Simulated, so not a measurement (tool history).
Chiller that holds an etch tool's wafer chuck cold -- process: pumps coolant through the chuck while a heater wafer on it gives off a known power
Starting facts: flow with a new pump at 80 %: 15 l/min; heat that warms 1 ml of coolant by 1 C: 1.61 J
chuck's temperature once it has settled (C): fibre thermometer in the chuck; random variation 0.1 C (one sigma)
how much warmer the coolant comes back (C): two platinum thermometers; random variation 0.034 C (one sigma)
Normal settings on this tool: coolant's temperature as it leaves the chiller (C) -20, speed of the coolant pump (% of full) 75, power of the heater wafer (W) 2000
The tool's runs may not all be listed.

| run | hour | coolant's temperature as it leaves the chiller (C) | speed of the coolant pump (% of full) | power of the heater wafer (W) | chuck's temperature once it has settled (C) | how much warmer the coolant comes back (C) |
|---|---|---|---|---|---|---|
| 1 | 0.0 | -20 | 75 | 2000 | 5.2 | 5.53 |
| 2 | 103.2 | -20 | 75 | 1688 | 1.3 | 4.71 |
| 3 | 149.0 | -20 | 75 | 1688 | 1.4 | 4.70 |
| 4 | 230.6 | -20 | 81 | 2000 | 3.4 | 5.08 |
| 5 | 301.9 | -20 | 81 | 2000 | 3.5 | 5.10 |
| 6 | 358.7 | -20 | 75 | 2000 | 5.4 | 5.57 |
| 7 | 439.5 | -20 | 75 | 2000 | 5.4 | 5.58 |
| 8 | 525.0 | -14 | 75 | 2000 | 11.6 | 5.62 |
| 9 | 613.1 | -20 | 75 | 2000 | 5.4 | 5.63 |
| 10 | 689.1 | -12 | 82 | 2016 | 11.5 | 5.16 |
| 11 | 740.8 | -12 | 95 | 1031 | -1.9 | 2.21 |
| 12 | 792.0 | -12 | 95 | 1031 | -1.6 | 2.26 |
| 13 | 860.6 | -20 | 66 | 2000 | 9.3 | 6.53 |
| 14 | 942.9 | -17 | 67 | 2051 | 12.6 | 6.65 |
| 15 | 1011.5 | -13 | 67 | 1895 | 14.4 | 6.10 |
| 16 | 1080.1 | -23 | 79 | 1105 | -9.4 | 2.92 |
| 17 | 1158.6 | -14 | 79 | 1407 | 3.2 | 3.75 |

Predict each of these 5 candidate next runs independently; none follows another, all start after run 17:
|  | 1248.7 | chiller's thermometer calibrated |
| A | 1249.3 | -20 | 91 | 2000 | ? | ? |
|  | 1248.7 | chiller's thermometer calibrated |
| B | 1249.3 | -27 | 92 | 2420 | ? | ? |
|  | 1248.7 | chiller's thermometer calibrated |
| C | 1249.3 | -20 | 68 | 2000 | ? | ? |
|  | 1248.7 | chiller's thermometer calibrated |
| D | 1249.3 | -24 | 79 | 1821 | ? | ? |
|  | 1248.7 | chiller's thermometer calibrated |
| E | 1249.3 | -12 | 62 | 2000 | ? | ? |

| run | chuck's temperature once it has settled (C) | how much warmer the coolant comes back (C) |
|---|---|---|
| A | 1.6 | 4.59 |
| B | -1.2 | 5.48 |
| C | 8.9 | 6.34 |
| D | -1.5 | 4.86 |
| E | 19.4 | 7.09 |
Stripped of hidden state, with their random variation kept, the same runs would have yielded:
| run | chuck's temperature once it has settled (C) | how much warmer the coolant comes back (C) |
|---|---|---|
| A | -1.0 | 4.31 |
| B | -4.3 | 5.16 |
| C | 5.5 | 5.96 |
| D | -4.1 | 4.57 |
| E | 15.7 | 6.67 |
